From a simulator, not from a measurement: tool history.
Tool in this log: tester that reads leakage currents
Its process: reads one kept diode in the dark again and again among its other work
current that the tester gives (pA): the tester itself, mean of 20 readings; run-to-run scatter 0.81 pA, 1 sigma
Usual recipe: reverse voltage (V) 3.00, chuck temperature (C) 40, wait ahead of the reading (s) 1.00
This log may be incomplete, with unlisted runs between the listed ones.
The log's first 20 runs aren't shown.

| run | day | reverse voltage (V) | chuck temperature (C) | wait ahead of the reading (s) | hours of work since the probe card was cleaned | hours of work since the tester was calibrated | hours of work since the chuck was calibrated | current that the tester gives (pA) |
|---|---|---|---|---|---|---|---|---|
| 21 | 53.875 | 5.85 | 40 | 4.95 | 62 | 1712 | 520 | 383.69 |
| 22 | 57.825 | 11.79 | 22 | 0.95 | 132 | 1782 | 590 | 158.32 |
| 23 | 60.138 | 11.67 | 40 | 5.65 | 173 | 1823 | 631 | 538.25 |
| 24 | 63.712 | 6.60 | 40 | 0.63 | 236 | 1886 | 694 | 414.09 |
| 25 | 67.558 | 1.56 | 40 | 2.72 | 304 | 1954 | 763 | 205.52 |
| 26 | 71.600 | 1.56 | 40 | 2.72 | 376 | 2026 | 834 | 206.01 |
| 27 | 74.308 | 3.00 | 36 | 0.82 | 424 | 2074 | 882 | 217.66 |
| 28 | 77.808 | 3.00 | 36 | 0.82 | 486 | 2136 | 944 | 219.20 |
| 29 | 80.383 | 3.00 | 54 | 1.00 | 531 | 2181 | 990 | 687.78 |
| 30 | 83.771 | 3.00 | 30 | 0.38 | 591 | 2241 | 1050 | 146.42 |
| 31 | 86.254 | 3.00 | 30 | 0.38 | 635 | 2285 | 1094 | 147.33 |
| 32 | 88.571 | 3.00 | 39 | 0.44 | 676 | 2326 | 1135 | 269.27 |
| 33 | 91.567 | 7.55 | 30 | 0.93 | 729 | 2379 | 1188 | 230.10 |
| 34 | 95.596 | 8.92 | 23 | 6.72 | 801 | 2451 | 1259 | 150.49 |
| 35 | 98.962 | 8.92 | 23 | 6.72 | 860 | 2510 | 1319 | 152.29 |
| 36 | 101.862 | 1.08 | 40 | 0.75 | 912 | 2562 | 1370 | 177.08 |
| 37 | 105.754 | 3.00 | 35 | 7.67 | 981 | 2631 | 1439 | 207.72 |
| 38 | 108.692 | 3.00 | 35 | 7.67 | 1033 | 2682 | 1491 | 207.31 |
| 39 | 111.246 | 3.00 | 40 | 7.67 | 1078 | 2728 | 1536 | 292.67 |
| 40 | 115.188 | 3.00 | 40 | 7.67 | 1148 | 2797 | 1606 | 291.97 |

What if the next run were any one of these 3? Each begins from the tool's condition after run 40:
| A | 118.246 | 7.96 | 46 | 7.67 | 1202 | 2852 | 1660 | ? |
| B | 118.246 | 13.81 | 23 | 6.09 | 1202 | 2852 | 1660 | ? |
| C | 118.246 | 3.00 | 40 | 4.93 | 1202 | 2852 | 1660 | ? |

| run | current that the tester gives (pA) |
|---|---|
| A | 692.69 |
| B | 191.59 |
| C | 291.92 |
Without the tool's hidden state the same runs would have given:
| run | current that the tester gives (pA) |
|---|---|
| A | 639.87 |
| B | 172.41 |
| C | 269.13 |
